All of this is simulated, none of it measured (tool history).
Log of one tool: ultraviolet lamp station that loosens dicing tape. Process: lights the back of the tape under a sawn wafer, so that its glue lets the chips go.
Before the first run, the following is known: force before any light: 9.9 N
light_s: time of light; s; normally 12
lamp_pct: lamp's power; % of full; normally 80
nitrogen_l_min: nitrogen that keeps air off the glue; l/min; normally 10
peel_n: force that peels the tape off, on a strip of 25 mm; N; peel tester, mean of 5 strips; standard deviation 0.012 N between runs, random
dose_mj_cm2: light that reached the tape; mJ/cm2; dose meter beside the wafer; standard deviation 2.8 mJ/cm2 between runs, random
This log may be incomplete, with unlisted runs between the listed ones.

{"run": 1, "hour": 0.0, "light_s": 12, "lamp_pct": 80, "nitrogen_l_min": 10, "peel_n": 0.817, "dose_mj_cm2": 325}
{"run": 2, "hour": 8.6, "light_s": 12, "lamp_pct": 80, "nitrogen_l_min": 10, "peel_n": 0.802, "dose_mj_cm2": 329}
{"run": 3, "hour": 18.1, "light_s": 12, "lamp_pct": 80, "nitrogen_l_min": 10, "peel_n": 0.812, "dose_mj_cm2": 324}
{"run": 4, "hour": 34.9, "light_s": 12, "lamp_pct": 80, "nitrogen_l_min": 10, "peel_n": 0.832, "dose_mj_cm2": 323}
{"run": 5, "hour": 54.7, "light_s": 12, "lamp_pct": 80, "nitrogen_l_min": 10, "peel_n": 0.852, "dose_mj_cm2": 323}
{"run": 6, "hour": 72.4, "light_s": 12, "lamp_pct": 80, "nitrogen_l_min": 10, "peel_n": 0.859, "dose_mj_cm2": 319}
{"run": 7, "hour": 85.8, "light_s": 12, "lamp_pct": 80, "nitrogen_l_min": 10, "peel_n": 0.879, "dose_mj_cm2": 315}
{"run": 8, "hour": 101.4, "light_s": 12, "lamp_pct": 78, "nitrogen_l_min": 10, "peel_n": 0.931, "dose_mj_cm2": 305}
{"run": 9, "hour": 120.2, "light_s": 12, "lamp_pct": 67, "nitrogen_l_min": 10, "peel_n": 1.351, "dose_mj_cm2": 258}
{"run": 10, "hour": 139.1, "light_s": 12, "lamp_pct": 65, "nitrogen_l_min": 10, "peel_n": 1.39, "dose_mj_cm2": 251}
{"run": 11, "hour": 151.5, "light_s": 12, "lamp_pct": 65, "nitrogen_l_min": 10, "peel_n": 1.444, "dose_mj_cm2": 251}
{"run": 12, "hour": 161.2, "light_s": 12, "lamp_pct": 65, "nitrogen_l_min": 10, "peel_n": 1.436, "dose_mj_cm2": 252}
{"run": 13, "hour": 170.3, "light_s": 12, "lamp_pct": 65, "nitrogen_l_min": 10, "peel_n": 1.433, "dose_mj_cm2": 249}
{"run": 14, "hour": 185.7, "light_s": 12, "lamp_pct": 65, "nitrogen_l_min": 10, "peel_n": 1.451, "dose_mj_cm2": 242}
{"run": 15, "hour": 198.3, "light_s": 18, "lamp_pct": 85, "nitrogen_l_min": 3, "peel_n": 0.6, "dose_mj_cm2": 471}
{"run": 16, "hour": 212.7, "light_s": 18, "lamp_pct": 85, "nitrogen_l_min": 3, "peel_n": 0.627, "dose_mj_cm2": 472}
{"hour": 214.2, "done": "window cleaned of glue's vapour"}
{"run": 17, "hour": 226.6, "light_s": 9, "lamp_pct": 86, "nitrogen_l_min": 10, "peel_n": 1.755, "dose_mj_cm2": 229}
{"run": 18, "hour": 236.7, "light_s": 22, "lamp_pct": 80, "nitrogen_l_min": 16, "peel_n": 0.226, "dose_mj_cm2": 513}
{"run": 19, "hour": 249.9, "light_s": 13, "lamp_pct": 81, "nitrogen_l_min": 10, "peel_n": 0.957, "dose_mj_cm2": 301}
{"run": 20, "hour": 258.8, "light_s": 13, "lamp_pct": 80, "nitrogen_l_min": 10, "peel_n": 1.026, "dose_mj_cm2": 287}
{"run": 21, "hour": 277.4, "light_s": 21, "lamp_pct": 80, "nitrogen_l_min": 10, "peel_n": 0.303, "dose_mj_cm2": 468}
{"run": 22, "hour": 290.8, "light_s": 11, "lamp_pct": 76, "nitrogen_l_min": 5, "peel_n": 1.984, "dose_mj_cm2": 232}
{"run": 23, "hour": 307.1, "light_s": 15, "lamp_pct": 80, "nitrogen_l_min": 10, "peel_n": 0.787, "dose_mj_cm2": 329}
{"run": 24, "hour": 325.4, "light_s": 9, "lamp_pct": 80, "nitrogen_l_min": 17, "peel_n": 1.8, "dose_mj_cm2": 198}
{"hour": 329.6, "done": "window cleaned of glue's vapour, once more"}
{"run": 25, "hour": 338.2, "light_s": 7, "lamp_pct": 87, "nitrogen_l_min": 4, "peel_n": 2.583, "dose_mj_cm2": 197}
{"run": 26, "hour": 353.2, "light_s": 9, "lamp_pct": 69, "nitrogen_l_min": 4, "peel_n": 2.608, "dose_mj_cm2": 199}

Consider 4 possible next runs. They are alternatives, not a sequence: every one starts from the tool as it was left by run 26. What does each give?
{"run": "A", "hour": 365.1, "light_s": 12, "lamp_pct": 76, "nitrogen_l_min": 10, "peel_n": "?", "dose_mj_cm2": "?"}
{"run": "B", "hour": 365.1, "light_s": 12, "lamp_pct": 61, "nitrogen_l_min": 10, "peel_n": "?", "dose_mj_cm2": "?"}
{"run": "C", "hour": 365.1, "light_s": 9, "lamp_pct": 69, "nitrogen_l_min": 16, "peel_n": "?", "dose_mj_cm2": "?"}
{"run": "D", "hour": 365.1, "light_s": 9, "lamp_pct": 69, "nitrogen_l_min": 9, "peel_n": "?", "dose_mj_cm2": "?"}

run=A peel_n=1.033 dose_mj_cm2=292
run=B peel_n=1.578 dose_mj_cm2=236
run=C peel_n=1.874 dose_mj_cm2=198
run=D peel_n=2.111 dose_mj_cm2=197
Without the tool's hidden state the same runs would have given:
run=A peel_n=0.614 dose_mj_cm2=368
run=B peel_n=1.008 dose_mj_cm2=297
run=C peel_n=1.236 dose_mj_cm2=250
run=D peel_n=1.441 dose_mj_cm2=248
